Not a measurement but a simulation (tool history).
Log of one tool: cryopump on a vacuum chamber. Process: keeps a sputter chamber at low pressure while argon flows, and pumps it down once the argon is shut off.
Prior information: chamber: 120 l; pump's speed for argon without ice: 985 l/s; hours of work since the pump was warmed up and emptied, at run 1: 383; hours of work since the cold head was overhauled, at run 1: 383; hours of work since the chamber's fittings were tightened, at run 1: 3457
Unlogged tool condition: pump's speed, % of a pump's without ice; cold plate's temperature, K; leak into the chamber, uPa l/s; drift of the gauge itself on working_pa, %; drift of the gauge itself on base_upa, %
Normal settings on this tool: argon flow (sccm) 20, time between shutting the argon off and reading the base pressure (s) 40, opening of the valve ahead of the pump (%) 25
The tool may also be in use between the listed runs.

run   hour  argon flow (sccm)  time between shutting the argon off and reading the base pressure (s)  opening of the valve ahead of the pump (%)  hours of work since the pump was warmed up and emptied  hours of work since the cold head was overhauled  hours of work since the chamber's fittings were tightened  pressure while argon flows (Pa)  pressure after the wait (uPa)
  1      0                 20                                                                     40                                          25                                                     383                                               383                                                       3457                           0.1473                           4.66
  2   12.4                 20                                                                     40                                          25                                                     392                                               392                                                       3466                           0.1455                           4.48
  3   21.8                 20                                                                     40                                          25                                                     399                                               399                                                       3473                           0.1453                           4.65
  4   31.8                 20                                                                     40                                          25                                                     407                                               407                                                       3481                           0.1447                           4.63
  5   44.7                 20                                                                     40                                          25                                                     417                                               417                                                       3490                           0.1463                           4.65
  6   55.5                 20                                                                     21                                          25                                                     425                                               425                                                       3498                           0.1461                           7.83
  7   63.5                 20                                                                     21                                          25                                                     431                                               431                                                       3504                           0.1459                           7.67
  8   76.4                 20                                                                     21                                          25                                                     440                                               440                                                       3514                           0.1463                           7.79
  9   89.3                 20                                                                     21                                          25                                                     450                                               450                                                       3524                           0.1456                           8.12
 10  104.2                 20                                                                     21                                          25                                                     461                                               461                                                       3535                           0.1442                           7.93
 11  113.8                 20                                                                     21                                          25                                                     468                                               468                                                       3542                           0.1473                           7.79
 12  128.8                 20                                                                     21                                          25                                                     479                                               479                                                       3553                           0.1464                           7.96
 13  141.6                 28                                                                    182                                          29                                                     489                                               489                                                       3563                           0.1807                           1.87
     157.4  -- leaking fittings of the chamber tightened, without venting
 14  157.4                 20                                                                     87                                          27                                                     499                                               499                                                          0                           0.1366                           2.12
     169.8  -- pump warmed up, emptied and cooled again
 15  170.5                 20                                                                     30                                          25                                                       1                                               505                                                          6                           0.1383                           4.96
 16  184.9                 20                                                                    116                                          17                                                      11                                               516                                                         17                           0.2011                           1.59
 17  197.8                 20                                                                     40                                          56                                                      21                                               526                                                         26                           0.0614                           3.92
 18  208.5                 39                                                                     31                                          44                                                      29                                               534                                                         34                           0.1539                           4.98
 19  220.7                 39                                                                     31                                          44                                                      38                                               543                                                         44                            0.154                           4.98

Measured less the same run without the tool's hidden state. The same run-to-run variation is in both; the gauge's scatter may not be:
run  pressure while argon flows (Pa)  pressure after the wait (uPa)
  1                          +0.0078                          +0.71
  2                          +0.0079                          +0.69
  3                           +0.008                          +0.72
  4                          +0.0081                          +0.72
  5                          +0.0084                          +0.73
  6                          +0.0086                          +0.73
  7                          +0.0087                          +0.72
  8                           +0.009                          +0.73
  9                          +0.0091                          +0.77
 10                          +0.0095                          +0.77
 11                          +0.0097                          +0.75
 12                          +0.0099                          +0.78
 13                          +0.0143                          +0.79
 14                          +0.0104                          +0.15
 15                          +0.0004                          +0.04
 16                          +0.0006                          +0.05
 17                          +0.0006                          +0.05
 18                          +0.0016                          +0.05
 19                          +0.0018                          +0.06
